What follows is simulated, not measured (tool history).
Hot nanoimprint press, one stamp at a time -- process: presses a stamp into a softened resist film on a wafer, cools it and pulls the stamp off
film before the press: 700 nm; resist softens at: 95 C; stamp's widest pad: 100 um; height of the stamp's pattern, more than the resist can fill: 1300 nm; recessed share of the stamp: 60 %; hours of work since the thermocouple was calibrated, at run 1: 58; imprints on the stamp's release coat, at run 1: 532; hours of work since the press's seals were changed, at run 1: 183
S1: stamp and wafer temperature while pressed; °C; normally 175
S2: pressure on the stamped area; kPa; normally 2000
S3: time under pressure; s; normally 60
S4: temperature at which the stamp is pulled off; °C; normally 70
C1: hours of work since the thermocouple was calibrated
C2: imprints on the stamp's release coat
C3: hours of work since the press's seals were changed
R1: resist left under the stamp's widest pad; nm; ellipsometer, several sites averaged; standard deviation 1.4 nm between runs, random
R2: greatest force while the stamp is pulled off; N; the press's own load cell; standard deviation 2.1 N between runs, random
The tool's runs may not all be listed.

run   hour   S1    S2  S3  S4   C1    C2   C3     R1   R2
  1      0  175  2000  60  70   58   532  183  259.7  107
  2   15.7  182  2000  60  70   65   586  191  223.1  113
  3   30.9  182  1940  60  70   72   639  198  225.3  108
  4   41.2  182  1940  60  70   77   676  203  224.6  109
  5   57.8  175  2000  60  70   85   734  210  261.9  115
  6   69.2  175  2000  60  70   90   773  216  262.5  113
  7   79.6  175  2000  60  70   95   810  221  262.5  115
  8   89.3  175  2000  60  70   99   843  225    259  121
  9  103.9  175  2510  60  70  106   895  232  229.6  122
 10  112.7  175  3100  60  70  110   925  236  203.6  117
 11  124.1  175  3100  60  70  116   965  241  203.3  125
 12  137.1  175  3100  60  70  122  1010  248  204.8  127
     141.8  -- plate thermocouple calibrated
 13  157.5  165  2230  31  77    7  1071  256  389.2  119
 14  171.6  168  2230  31  72   14  1120  262  366.5  129
 15    190  168  2230  31  72   23  1185  271  368.4  129
 16  199.8  168  2230  31  72   27  1219  275  370.6  125
 17  213.6  168  2230  31  72   34  1267  282  370.9  136
     219.7  -- plate thermocouple calibrated, once more
 18  229.3  179  2000  92  70    5  1311  288    206  137
 19  240.6  178  1490  55  78   10  1351  293  298.5  124
 20  257.6  178  1370  31  78   18  1410  301  372.1  126
 21  268.3  178  1370  31  78   23  1448  306  371.7  125
 22  277.4  178  1220  31  68   27  1479  310  396.5  146
     288.8  -- stamp cleaned and given a new release coat
 23  300.6  177  1920  53  63   35    41  318  266.2   95
 24  314.8  177  1920  53  63   42    91  325    266   97

How the hidden state differs across the entries between the runs, from the last listed run before each to the first after it:
Runs 12 to 13: plate thermocouple calibrated (hour 141.8)
  true temperature over the reading, C: -0.38 -> -0.56; pressure that arrives at the usual setting, %: 99.6 -> 99.58; grip of the stamp's worn release coat, % over a new coat's: 35.8 -> 38
  measured result minus the result with no hidden state, R1: +2.7 -> +5.8 nm; R2: +34 -> +33 N
Runs 17 to 18: plate thermocouple calibrated, once more (hour 219.7)
  true temperature over the reading, C: -0.62 -> -0.08; pressure that arrives at the usual setting, %: 99.5 -> 99.48; grip of the stamp's worn release coat, % over a new coat's: 45.3 -> 47
  measured result minus the result with no hidden state, R1: +6.3 -> +1.1 nm; R2: +42 -> +44 N
Runs 22 to 23: stamp cleaned and given a new release coat (hour 288.8)
  true temperature over the reading, C: -0.13 -> -0.15; pressure that arrives at the usual setting, %: 99.42 -> 99.4; grip of the stamp's worn release coat, % over a new coat's: 53.4 -> 1.4
  measured result minus the result with no hidden state, R1: +1.7 -> +1.8 nm; R2: +50 -> +1 N

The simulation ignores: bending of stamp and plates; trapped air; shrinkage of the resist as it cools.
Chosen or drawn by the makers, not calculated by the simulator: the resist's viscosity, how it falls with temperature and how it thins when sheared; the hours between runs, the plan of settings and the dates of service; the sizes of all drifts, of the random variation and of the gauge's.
